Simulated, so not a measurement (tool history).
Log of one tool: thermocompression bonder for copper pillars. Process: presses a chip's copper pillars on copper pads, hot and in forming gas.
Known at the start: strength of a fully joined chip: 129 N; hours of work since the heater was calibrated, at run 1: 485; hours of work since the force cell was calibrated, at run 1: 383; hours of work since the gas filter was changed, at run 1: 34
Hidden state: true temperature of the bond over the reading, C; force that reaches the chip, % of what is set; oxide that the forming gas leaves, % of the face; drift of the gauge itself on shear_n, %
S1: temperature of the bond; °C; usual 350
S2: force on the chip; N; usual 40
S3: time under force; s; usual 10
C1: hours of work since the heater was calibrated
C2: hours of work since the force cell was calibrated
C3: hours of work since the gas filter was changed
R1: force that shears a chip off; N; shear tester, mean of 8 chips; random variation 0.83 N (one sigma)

{"run": 1, "day": 0.0, "S1": 350, "S2": 40, "S3": 10, "C1": 485, "C2": 383, "C3": 34, "R1": 67.3}
{"run": 2, "day": 0.571, "S1": 350, "S2": 40, "S3": 10, "C1": 493, "C2": 390, "C3": 41, "R1": 66.2}
{"run": 3, "day": 1.229, "S1": 350, "S2": 40, "S3": 10, "C1": 501, "C2": 399, "C3": 50, "R1": 65.5}
{"run": 4, "day": 1.95, "S1": 332, "S2": 40, "S3": 10, "C1": 511, "C2": 408, "C3": 59, "R1": 57.1}
{"run": 5, "day": 2.429, "S1": 332, "S2": 47, "S3": 10, "C1": 517, "C2": 415, "C3": 65, "R1": 64.5}
{"run": 6, "day": 3.179, "S1": 339, "S2": 47, "S3": 10, "C1": 527, "C2": 424, "C3": 75, "R1": 68.1}
{"run": 7, "day": 3.746, "S1": 350, "S2": 40, "S3": 10, "C1": 534, "C2": 432, "C3": 82, "R1": 65.2}
{"run": 8, "day": 4.388, "S1": 329, "S2": 31, "S3": 5, "C1": 542, "C2": 440, "C3": 91, "R1": 34.1}
{"run": 9, "day": 5.212, "S1": 329, "S2": 31, "S3": 5, "C1": 553, "C2": 451, "C3": 102, "R1": 34.2}
{"run": 10, "day": 6.092, "S1": 378, "S2": 31, "S3": 7, "C1": 565, "C2": 462, "C3": 113, "R1": 58.5}
{"run": 11, "day": 6.838, "S1": 329, "S2": 40, "S3": 10, "C1": 574, "C2": 472, "C3": 123, "R1": 53.7}
{"run": 12, "day": 7.358, "S1": 329, "S2": 40, "S3": 10, "C1": 581, "C2": 479, "C3": 129, "R1": 53.9}
{"run": 13, "day": 7.983, "S1": 350, "S2": 40, "S3": 22, "C1": 589, "C2": 487, "C3": 138, "R1": 81.1}
{"run": 14, "day": 8.579, "S1": 350, "S2": 40, "S3": 22, "C1": 597, "C2": 495, "C3": 145, "R1": 81.4}

Forecast each of these 3 alternatives for the next run:
{"day": 8.671, "done": "forming gas filter changed"}
{"run": "A", "day": 9.45, "S1": 354, "S2": 40, "S3": 13, "C1": 608, "C2": 506, "C3": 10, "R1": "?"}
{"day": 8.671, "done": "forming gas filter changed"}
{"run": "B", "day": 9.45, "S1": 350, "S2": 46, "S3": 5, "C1": 608, "C2": 506, "C3": 10, "R1": "?"}
{"day": 8.671, "done": "forming gas filter changed"}
{"run": "C", "day": 9.45, "S1": 336, "S2": 40, "S3": 9, "C1": 608, "C2": 506, "C3": 10, "R1": "?"}

run=A R1=74.7
run=B R1=58.6
run=C R1=57.7
Without the tool's hidden state the same runs would have given:
run=A R1=74.1
run=B R1=58
run=C R1=56.9
